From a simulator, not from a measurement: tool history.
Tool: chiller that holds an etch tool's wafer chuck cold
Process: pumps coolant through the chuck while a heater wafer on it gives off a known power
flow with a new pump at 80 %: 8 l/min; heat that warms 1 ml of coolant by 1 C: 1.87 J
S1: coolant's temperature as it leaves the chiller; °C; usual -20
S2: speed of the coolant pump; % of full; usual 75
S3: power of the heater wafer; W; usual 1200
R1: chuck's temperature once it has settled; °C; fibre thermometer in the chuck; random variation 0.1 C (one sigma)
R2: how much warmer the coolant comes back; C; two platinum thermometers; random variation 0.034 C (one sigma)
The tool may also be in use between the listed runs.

run 1 day=0 | S1=-20 S2=75 S3=1200 | R1=-9.4 R2=5.08
run 2 day=2.771 | S1=-20 S2=75 S3=1389 | R1=-7.8 R2=6.07
run 3 day=4.721 | S1=-20 S2=75 S3=1389 | R1=-7.9 R2=5.99
run 4 day=7.096 | S1=-20 S2=75 S3=1389 | R1=-7.8 R2=6.02
run 5 day=8.938 | S1=-20 S2=75 S3=1389 | R1=-7.8 R2=6
run 6 day=12.204 | S1=-20 S2=75 S3=1389 | R1=-7.8 R2=6.08
run 7 day=13.792 | S1=-27 S2=75 S3=1389 | R1=-14.7 R2=6.04
run 8 day=16.867 | S1=-20 S2=75 S3=1200 | R1=-9.2 R2=5.24
run 9 day=19.508 | S1=-20 S2=89 S3=1200 | R1=-10.9 R2=4.45
run 10 day=20.858 | S1=-11 S2=89 S3=1200 | R1=-1.8 R2=4.34
run 11 day=22.746 | S1=-11 S2=89 S3=1200 | R1=-1.7 R2=4.35
run 12 day=24.996 | S1=-26 S2=75 S3=1276 | R1=-14.4 R2=5.51
run 13 day=27.15 | S1=-26 S2=75 S3=1276 | R1=-14.6 R2=5.65
run 14 day=29.796 | S1=-20 S2=75 S3=1352 | R1=-7.7 R2=6.02
run 15 day=32.412 | S1=-22 S2=96 S3=1200 | R1=-13.3 R2=4.04
run 16 day=34.967 | S1=-23 S2=96 S3=1200 | R1=-14.2 R2=4.11
run 17 day=38.071 | S1=-23 S2=96 S3=1200 | R1=-14.3 R2=4.09

5 ways to go on from here, each from the tool as it stands after run 17. What would each give?
run A day=41.162 | S1=-20 S2=80 S3=693 | R1=? R2=?
run B day=41.162 | S1=-24 S2=99 S3=1200 | R1=? R2=?
run C day=41.162 | S1=-24 S2=90 S3=901 | R1=? R2=?
run D day=41.162 | S1=-12 S2=82 S3=1257 | R1=? R2=?
run E day=41.162 | S1=-23 S2=74 S3=1200 | R1=? R2=?

run=A R1=-13.7 R2=2.9
run=B R1=-15.4 R2=4.01
run=C R1=-16.8 R2=3.24
run=D R1=-1.4 R2=5.09
run=E R1=-11.9 R2=5.43
Without the tool's hidden state the same runs would have given:
run=A R1=-14.9 R2=2.81
run=B R1=-16.8 R2=3.88
run=C R1=-18 R2=3.14
run=D R1=-3.1 R2=4.93
run=E R1=-13.6 R2=5.26
